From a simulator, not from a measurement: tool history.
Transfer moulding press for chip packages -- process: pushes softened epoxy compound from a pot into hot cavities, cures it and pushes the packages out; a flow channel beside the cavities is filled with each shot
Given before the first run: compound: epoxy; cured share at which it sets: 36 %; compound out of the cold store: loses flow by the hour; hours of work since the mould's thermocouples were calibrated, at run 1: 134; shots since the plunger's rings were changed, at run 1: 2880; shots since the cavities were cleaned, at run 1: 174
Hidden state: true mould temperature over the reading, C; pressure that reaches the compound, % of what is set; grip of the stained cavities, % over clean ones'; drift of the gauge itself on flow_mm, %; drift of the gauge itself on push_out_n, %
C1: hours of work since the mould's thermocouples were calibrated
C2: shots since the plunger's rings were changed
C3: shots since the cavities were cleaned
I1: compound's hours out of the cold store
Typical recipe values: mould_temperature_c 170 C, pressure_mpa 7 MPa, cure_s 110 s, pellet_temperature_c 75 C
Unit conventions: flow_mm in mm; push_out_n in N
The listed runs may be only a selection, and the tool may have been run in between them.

Run 1, hour 0: usual settings; C1 134; C2 2880; C3 174; I1 20.1. Result: flow_mm 556 mm, push_out_n 534 N.
Run 2, hour 4.5: usual settings; C1 137; C2 2931; C3 225; I1 24.7. Result: flow_mm 547 mm, push_out_n 535 N.
Run 3, hour 12.1: usual settings but pellet_temperature_c 81 C; C1 141; C2 3015; C3 309; I1 28.7. Result: flow_mm 543 mm, push_out_n 564 N.
At hour 22.5: cavities cleaned with cleaning compound and waxed.
Run 4, hour 22.8: usual settings but pellet_temperature_c 81 C; C1 147; C2 3118; C3 4; I1 40.2. Result: flow_mm 522 mm, push_out_n 424 N.
Run 5, hour 30.7: usual settings but pellet_temperature_c 73 C; C1 152; C2 3205; C3 91; I1 42.2. Result: flow_mm 519 mm, push_out_n 467 N.
Run 6, hour 35.6: usual settings but pellet_temperature_c 73 C; C1 155; C2 3259; C3 145; I1 46. Result: flow_mm 505 mm, push_out_n 480 N.
Run 7, hour 40.6: usual settings but pellet_temperature_c 73 C; C1 158; C2 3315; C3 201; I1 23.1. Result: flow_mm 549 mm, push_out_n 531 N.
Run 8, hour 50.2: usual settings; C1 164; C2 3422; C3 308; I1 33.6. Result: flow_mm 522 mm, push_out_n 572 N.
Run 9, hour 55.7: usual settings; C1 167; C2 3483; C3 369; I1 45.7. Result: flow_mm 507 mm, push_out_n 575 N.
At hour 60.7: cavities cleaned with cleaning compound and waxed.
Run 10, hour 61.4: usual settings but pressure_mpa 5.31 MPa, cure_s 142 s, pellet_temperature_c 78 C; C1 169; C2 3529; C3 7; I1 21.9. Result: flow_mm 477 mm, push_out_n 365 N.
Run 11, hour 69.4: usual settings but mould_temperature_c 174 C, pressure_mpa 5.31 MPa, cure_s 134 s, pellet_temperature_c 67 C; C1 174; C2 3618; C3 96; I1 43.2. Result: flow_mm 433 mm, push_out_n 386 N.
Run 12, hour 74: usual settings but pressure_mpa 7.29 MPa, pellet_temperature_c 76 C; C1 177; C2 3670; C3 148; I1 24. Result: flow_mm 543 mm, push_out_n 512 N.
Run 13, hour 80: usual settings but mould_temperature_c 176 C, pressure_mpa 7.29 MPa, pellet_temperature_c 76 C; C1 181; C2 3736; C3 214; I1 23.5. Result: flow_mm 536 mm, push_out_n 445 N.
Run 14, hour 89.6: usual settings but mould_temperature_c 176 C, pressure_mpa 7.29 MPa, pellet_temperature_c 76 C; C1 187; C2 3843; C3 321; I1 42.5. Result: flow_mm 507 mm, push_out_n 463 N.
At hour 99.2: cavities cleaned with cleaning compound and waxed.
Run 15, hour 99.6: usual settings but mould_temperature_c 176 C, pressure_mpa 7.29 MPa, pellet_temperature_c 76 C; C1 192; C2 3937; C3 4; I1 9.6. Result: flow_mm 559 mm, push_out_n 375 N.
Run 16, hour 105.3: usual settings but mould_temperature_c 173 C, pressure_mpa 6.71 MPa, cure_s 140 s, pellet_temperature_c 76 C; C1 195; C2 4001; C3 68; I1 14.4. Result: flow_mm 537 mm, push_out_n 385 N.
Run 17, hour 110.3: usual settings but mould_temperature_c 176 C, pressure_mpa 8.04 MPa, cure_s 136 s, pellet_temperature_c 77 C; C1 198; C2 4057; C3 124; I1 22.2. Result: flow_mm 565 mm, push_out_n 406 N.

3 options for the next run, each taken on its own from the tool as it stands now. Forecast them:
Run A, hour 115.1: usual settings but mould_temperature_c 176 C, pressure_mpa 5.61 MPa, cure_s 139 s, pellet_temperature_c 77 C; C1 201; C2 4111; C3 178; I1 46.1. Result: flow_mm ?, push_out_n ?.
Run B, hour 115.1: usual settings but mould_temperature_c 176 C, pressure_mpa 8.04 MPa, cure_s 104 s, pellet_temperature_c 77 C; C1 201; C2 4111; C3 178; I1 26.7. Result: flow_mm ?, push_out_n ?.
Run C, hour 115.1: usual settings but pressure_mpa 7.86 MPa; C1 201; C2 4111; C3 178; I1 37.4. Result: flow_mm ?, push_out_n ?.

run  flow_mm  push_out_n
  A      436         422
  B      552         444
  C      543         531
Take away the tool's hidden state, keep each run's random variation, and the runs would have read:
run  flow_mm  push_out_n
  A      468         341
  B      593         364
  C      583         441

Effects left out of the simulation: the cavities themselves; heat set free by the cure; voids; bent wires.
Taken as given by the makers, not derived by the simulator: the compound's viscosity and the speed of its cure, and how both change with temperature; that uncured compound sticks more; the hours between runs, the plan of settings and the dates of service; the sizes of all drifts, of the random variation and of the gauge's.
